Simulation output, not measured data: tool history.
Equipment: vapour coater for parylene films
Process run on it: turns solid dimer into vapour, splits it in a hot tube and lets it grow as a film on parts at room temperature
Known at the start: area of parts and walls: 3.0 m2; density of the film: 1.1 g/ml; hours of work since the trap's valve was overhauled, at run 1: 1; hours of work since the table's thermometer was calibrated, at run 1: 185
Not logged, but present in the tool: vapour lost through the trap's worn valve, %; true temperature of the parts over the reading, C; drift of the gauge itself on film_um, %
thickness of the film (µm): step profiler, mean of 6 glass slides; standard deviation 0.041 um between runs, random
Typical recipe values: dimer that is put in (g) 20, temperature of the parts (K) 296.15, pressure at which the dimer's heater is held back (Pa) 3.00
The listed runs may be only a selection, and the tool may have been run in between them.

| run | hour | dimer that is put in (g) | temperature of the parts (K) | pressure at which the dimer's heater is held back (Pa) | hours of work since the trap's valve was overhauled | hours of work since the table's thermometer was calibrated | thickness of the film (µm) |
|---|---|---|---|---|---|---|---|
| 1 | 0.0 | 20 | 296.15 | 3.00 | 1 | 185 | 4.42 |
| 2 | 65.0 | 14 | 296.15 | 3.00 | 58 | 242 | 3.03 |
| 3 | 122.9 | 14 | 296.15 | 3.00 | 109 | 293 | 3.02 |
| 4 | 165.5 | 20 | 296.15 | 3.00 | 146 | 331 | 4.26 |
| 5 | 233.3 | 20 | 296.15 | 3.00 | 206 | 390 | 4.29 |
| 6 | 268.9 | 20 | 296.15 | 3.00 | 237 | 421 | 4.18 |
| 7 | 332.6 | 20 | 296.15 | 3.00 | 293 | 477 | 4.12 |
| 8 | 379.6 | 20 | 296.15 | 3.00 | 334 | 519 | 4.10 |
| 9 | 451.5 | 20 | 296.15 | 3.00 | 397 | 582 | 4.03 |
| 10 | 510.2 | 20 | 296.15 | 3.00 | 449 | 633 | 3.97 |
| 11 | 579.0 | 20 | 296.15 | 3.08 | 509 | 694 | 3.83 |
| 12 | 617.4 | 20 | 296.15 | 3.08 | 543 | 727 | 3.83 |
|  | 643.2 | trap's valve overhauled |
| 13 | 654.6 | 20 | 296.15 | 3.08 | 10 | 757 | 4.46 |
| 14 | 695.0 | 36 | 296.15 | 3.00 | 45 | 792 | 8.10 |
| 15 | 760.4 | 36 | 296.15 | 3.00 | 103 | 849 | 7.82 |
| 16 | 831.4 | 20 | 296.15 | 3.00 | 165 | 912 | 4.25 |
| 17 | 868.9 | 20 | 296.15 | 3.00 | 198 | 945 | 4.20 |
| 18 | 907.6 | 20 | 296.15 | 3.00 | 232 | 979 | 4.22 |
| 19 | 948.3 | 20 | 296.15 | 3.00 | 268 | 1014 | 4.20 |
|  | 1008.7 | table's thermometer calibrated |
| 20 | 1018.0 | 20 | 296.15 | 3.00 | 328 | 8 | 4.08 |
| 21 | 1090.3 | 20 | 296.15 | 2.31 | 392 | 72 | 4.08 |
| 22 | 1120.7 | 20 | 296.15 | 3.00 | 418 | 98 | 4.01 |
| 23 | 1182.8 | 20 | 296.15 | 3.00 | 473 | 153 | 3.95 |
| 24 | 1251.0 | 34 | 296.15 | 3.00 | 533 | 213 | 6.51 |
|  | 1286.3 | trap's valve overhauled |
| 25 | 1292.8 | 10 | 296.15 | 3.00 | 6 | 246 | 2.28 |
| 26 | 1337.3 | 11 | 307.15 | 3.88 | 45 | 285 | 1.59 |
| 27 | 1371.0 | 20 | 296.15 | 3.00 | 74 | 315 | 4.43 |
| 28 | 1424.1 | 13 | 296.15 | 3.00 | 121 | 361 | 2.91 |
| 29 | 1485.2 | 13 | 296.15 | 3.00 | 175 | 415 | 2.79 |
| 30 | 1523.7 | 9 | 289.15 | 3.73 | 208 | 449 | 2.47 |
| 31 | 1595.3 | 9 | 289.15 | 3.73 | 271 | 512 | 2.42 |
| 32 | 1625.2 | 19 | 289.15 | 3.73 | 298 | 538 | 5.03 |
| 33 | 1661.1 | 20 | 296.15 | 2.73 | 329 | 569 | 4.20 |
| 34 | 1726.3 | 20 | 296.15 | 2.73 | 386 | 627 | 4.13 |
| 35 | 1788.6 | 25 | 295.15 | 5.32 | 441 | 681 | 5.06 |
| 36 | 1824.9 | 25 | 295.15 | 5.32 | 473 | 713 | 5.09 |
| 37 | 1890.5 | 20 | 297.15 | 4.75 | 531 | 771 | 3.66 |
|  | 1926.6 | trap's valve overhauled |
| 38 | 1928.3 | 15 | 294.15 | 11.78 | 1 | 800 | 3.38 |
| 39 | 1961.2 | 15 | 294.15 | 2.17 | 30 | 829 | 3.71 |
| 40 | 2008.3 | 15 | 294.15 | 2.17 | 72 | 871 | 3.68 |
| 41 | 2055.8 | 8 | 291.15 | 4.32 | 113 | 912 | 2.14 |
| 42 | 2099.0 | 9 | 296.15 | 10.45 | 151 | 950 | 1.84 |
| 43 | 2163.2 | 12 | 293.15 | 4.43 | 208 | 1007 | 2.89 |
|  | 2227.9 | table's thermometer calibrated |
| 44 | 2234.5 | 20 | 303.15 | 3.77 | 269 | 6 | 3.12 |
| 45 | 2289.8 | 21 | 303.15 | 2.17 | 318 | 54 | 3.26 |
| 46 | 2348.2 | 21 | 303.15 | 2.17 | 369 | 106 | 3.30 |
| 47 | 2405.6 | 33 | 296.15 | 7.34 | 420 | 156 | 6.32 |
| 48 | 2457.9 | 20 | 296.15 | 2.41 | 466 | 202 | 3.99 |

Some steps in thickness of the film (µm), run to run, broken into two amounts with sign: the step expected even without the hidden condition (settings, incoming material, random variation), and the rest, left for the hidden condition together with whatever gauge scatter is not in both the measured and the hidden-condition-free result:
Run 12 -> 13: trap's valve overhauled. thickness of the film (µm) +0.63: hidden state +0.56, all else +0.07.
Run 13 -> 14: dimer that is put in (g) 20 -> 36, pressure at which the dimer's heater is held back (Pa) 3.08 -> 3.00. thickness of the film (µm) +3.64: hidden state -0.05, all else +3.69.
Run 15 -> 16: dimer that is put in (g) 36 -> 20. thickness of the film (µm) -3.57: hidden state -0.01, all else -3.56.
Run 24 -> 25: dimer that is put in (g) 34 -> 10, trap's valve overhauled. thickness of the film (µm) -4.23: hidden state +0.97, all else -5.20.
Run 37 -> 38: dimer that is put in (g) 20 -> 15, temperature of the parts (K) 297.15 -> 294.15, pressure at which the dimer's heater is held back (Pa) 4.75 -> 11.78, trap's valve overhauled. thickness of the film (µm) -0.28: hidden state +0.55, all else -0.83.
